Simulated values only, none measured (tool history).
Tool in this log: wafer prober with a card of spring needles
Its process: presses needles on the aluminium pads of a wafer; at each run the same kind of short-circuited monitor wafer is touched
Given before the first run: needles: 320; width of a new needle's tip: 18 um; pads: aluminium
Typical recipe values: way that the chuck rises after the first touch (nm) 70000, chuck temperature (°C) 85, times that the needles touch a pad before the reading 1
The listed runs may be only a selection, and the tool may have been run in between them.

| run | hour | way that the chuck rises after the first touch (nm) | chuck temperature (°C) | times that the needles touch a pad before the reading | resistance of one needle with its contact and lead (mohm) | way that a needle slides on the pad (nm) |
|---|---|---|---|---|---|---|
| 1 | 0.0 | 70000 | 85 | 1 | 225 | 17710 |
|  | 2.0 | tips cleaned on abrasive film |
| 2 | 15.7 | 70000 | 85 | 1 | 223 | 17740 |
|  | 17.5 | tips cleaned on abrasive film |
|  | 32.2 | tips cleaned on abrasive film |
| 3 | 40.1 | 70000 | 85 | 1 | 211 | 17640 |
|  | 48.7 | tips cleaned on abrasive film |
|  | 63.9 | tips cleaned on abrasive film |
| 4 | 68.1 | 70000 | 96 | 1 | 210 | 17680 |
|  | 78.7 | tips cleaned on abrasive film |
| 5 | 87.1 | 70000 | 85 | 1 | 218 | 17580 |
|  | 93.8 | tips cleaned on abrasive film |
|  | 108.8 | tips cleaned on abrasive film |
| 6 | 111.2 | 70000 | 71 | 1 | 194 | 17540 |
|  | 123.0 | tips cleaned on abrasive film |
| 7 | 127.9 | 70000 | 71 | 1 | 206 | 17530 |
|  | 137.4 | tips cleaned on abrasive film |
| 8 | 142.4 | 70000 | 71 | 1 | 204 | 17450 |
|  | 152.2 | tips cleaned on abrasive film |
|  | 166.3 | tips cleaned on abrasive film |
| 9 | 168.0 | 68000 | 85 | 1 | 197 | 16930 |
|  | 180.9 | tips cleaned on abrasive film |
| 10 | 183.6 | 68000 | 85 | 1 | 205 | 16860 |
|  | 196.2 | tips cleaned on abrasive film |
| 11 | 201.6 | 68000 | 85 | 1 | 214 | 16860 |
|  | 212.2 | tips cleaned on abrasive film |
| 12 | 221.9 | 81000 | 85 | 1 | 208 | 20150 |
|  | 226.5 | tips cleaned on abrasive film |
|  | 240.6 | tips cleaned on abrasive film |
| 13 | 251.5 | 81000 | 85 | 1 | 209 | 20130 |
|  | 255.9 | tips cleaned on abrasive film |
|  | 270.8 | tips cleaned on abrasive film |
| 14 | 275.6 | 81000 | 85 | 1 | 199 | 20040 |
|  | 287.0 | tips cleaned on abrasive film |
| 15 | 292.4 | 61000 | 85 | 1 | 219 | 14810 |
|  | 302.0 | tips cleaned on abrasive film |
| 16 | 310.6 | 61000 | 85 | 1 | 236 | 14810 |
|  | 317.3 | tips cleaned on abrasive film |
|  | 332.2 | tips cleaned on abrasive film |
| 17 | 339.7 | 61000 | 85 | 1 | 232 | 14820 |
|  | 347.8 | tips cleaned on abrasive film |
| 18 | 357.9 | 76000 | 107 | 1 | 223 | 18530 |
|  | 362.8 | tips cleaned on abrasive film |
| 19 | 370.8 | 51000 | 81 | 1 | 259 | 12190 |
|  | 378.3 | tips cleaned on abrasive film |
| 20 | 387.4 | 51000 | 81 | 1 | 267 | 12140 |
|  | 393.0 | tips cleaned on abrasive film |
| 21 | 403.5 | 51000 | 81 | 1 | 269 | 12100 |
|  | 407.7 | tips cleaned on abrasive film |
| 22 | 420.5 | 51000 | 83 | 1 | 281 | 12050 |
|  | 423.0 | tips cleaned on abrasive film |
|  | 437.3 | tips cleaned on abrasive film |
| 23 | 442.8 | 51000 | 83 | 1 | 249 | 12020 |
|  | 452.2 | tips cleaned on abrasive film |
|  | 452.5 | height of the first contact set anew |
| 24 | 458.7 | 89000 | 58 | 3 | 183 | 22880 |

Estimate the outcome of run 25 from the log above:
|  | 468.5 | tips cleaned on abrasive film |
|  | 484.0 | tips cleaned on abrasive film |
| 25 | 484.1 | 56000 | 85 | 1 | ? | ? |

Logged for run 25: resistance of one needle with its contact and lead (mohm) 194, way that a needle slides on the pad (nm) 14350.
Were there no unlogged condition in the tool, this run, its random variation unchanged, would have produced resistance of one needle with its contact and lead (mohm) 183, way that a needle slides on the pad (nm) 14390.
